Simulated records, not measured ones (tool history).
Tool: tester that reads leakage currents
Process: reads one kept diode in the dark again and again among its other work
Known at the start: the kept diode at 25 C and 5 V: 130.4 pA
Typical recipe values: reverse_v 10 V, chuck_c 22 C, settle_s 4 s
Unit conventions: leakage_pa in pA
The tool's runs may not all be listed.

run   hour  reverse_v  chuck_c  settle_s  leakage_pa
  1      0         10       22         4      129.08
  2   28.1         10       36         4      401.56
  3     42         10       36         4      400.38
  4     61         10       22         4      128.24
  5   82.8         10       22         4       129.2
  6   98.4         10       22         4      129.37
  7  119.8         10       22         4      129.09
  8  148.2         10       20         4      108.62
  9  161.1         10       20         4      108.45
 10  178.3       13.5       20      0.46      130.76
 11  209.6       13.5       20      0.46      130.46
 12  234.7       13.5       20      0.46      130.65
 13  248.8       13.5       20      0.46      131.91
 14  269.5       13.5       20      0.46      131.03
 15    290          4       52      0.59      957.29
 16  310.5        5.8       48         4      817.08
 17  332.2        5.8       48         4      818.21

Consider 4 possible next runs. They are alternatives, not a sequence: every one starts from the tool as it was left by run 17. What does each give?
  A  352.9        5.3       52      0.41           ?
  B  352.9        3.6       45      0.81           ?
  C  352.9        5.8       58      2.45           ?
  D  352.9        1.6       53      2.53           ?

run  leakage_pa
  A     1055.95
  B      559.88
  C     1645.38
  D      754.18
Without the tool's unlogged condition, the same runs would have read:
run  leakage_pa
  A     1056.75
  B      560.32
  C     1646.61
  D      754.77

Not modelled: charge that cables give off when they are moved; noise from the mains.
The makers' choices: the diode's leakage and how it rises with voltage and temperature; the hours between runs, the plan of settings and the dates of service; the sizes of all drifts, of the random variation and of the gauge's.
